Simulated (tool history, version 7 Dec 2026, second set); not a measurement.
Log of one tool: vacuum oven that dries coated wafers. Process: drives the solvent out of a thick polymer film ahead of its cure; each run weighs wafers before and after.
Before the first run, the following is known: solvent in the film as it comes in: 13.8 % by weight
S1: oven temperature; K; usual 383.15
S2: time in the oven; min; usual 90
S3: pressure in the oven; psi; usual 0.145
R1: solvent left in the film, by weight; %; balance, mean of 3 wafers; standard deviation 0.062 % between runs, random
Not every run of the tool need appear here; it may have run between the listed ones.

run,hour,S1,S2,S3,R1
1,0,383.15,90,0.145,3.17
2,9,383.15,90,0.145,3.14
3,15.9,383.15,90,0.145,3.04
4,23.9,383.15,90,0.145,3.12
5,32.4,383.15,90,0.145,3.13
6,42.3,389.15,90,0.145,1.84
# hour 52.3: oven's thermocouples calibrated
7,58,383.15,90,0.425,4.66
8,64.6,370.15,90,0.145,6.6
9,71.4,370.15,90,0.145,6.59
10,85.2,395.15,90,0.145,1.38
11,93.8,395.15,90,0.145,1.32
12,101,395.15,90,0.145,1.26
13,112,395.15,90,0.145,1.3
14,120.3,385.15,90,0.145,3.02
15,128,385.15,90,0.145,3.07
16,135.3,383.15,90,0.145,3.57
17,146.2,383.15,90,0.145,3.45
18,156.6,383.15,90,0.145,3.55
19,166.8,383.15,90,0.145,3.39
20,178,383.15,90,0.145,3.44
21,184.7,396.15,65,0.454,2.94
22,191.1,396.15,65,0.454,2.81
23,204.6,377.15,103,0.109,4.23
24,215,377.15,103,0.109,4.28
25,227.5,377.15,103,0.109,4.23
26,233.5,391.15,147,0.368,1.74
27,242.9,377.15,93,0.174,4.93
28,249.8,384.15,90,0.424,4.33
29,259,381.15,90,0.145,3.97
30,270.8,379.15,161,0.532,4.25
31,278.9,371.15,51,0.106,7.96
32,289.2,392.15,61,0.306,3.29
33,296,391.15,57,0.355,4.02
34,307.1,373.15,154,0.431,5.45
35,321.1,373.15,154,0.431,5.36
36,334.4,372.15,90,0.241,6.39

Subtracting, for every run, the result it would have given without the tool's unlogged condition from the measured result gives the following. The same run-to-run variation enters both numbers; the gauge's scatter may not:
What the log doesn't record here: true wafer temperature over the reading, C; true pressure over the reading, kPa; drift of the gauge itself on solvent_pct, %.
run,R1
1,-0.52
2,-0.52
3,-0.52
4,-0.53
5,-0.54
6,-0.42
7,-0.13
8,-0.12
9,-0.11
10,-0.07
11,-0.06
12,-0.06
13,-0.06
14,-0.12
15,-0.12
16,-0.13
17,-0.13
18,-0.14
19,-0.13
20,-0.14
21,-0.12
22,-0.12
23,-0.15
24,-0.15
25,-0.15
26,-0.06
27,-0.16
28,-0.16
29,-0.16
30,-0.15
31,-0.12
32,-0.15
33,-0.16
34,-0.18
35,-0.18
36,-0.17
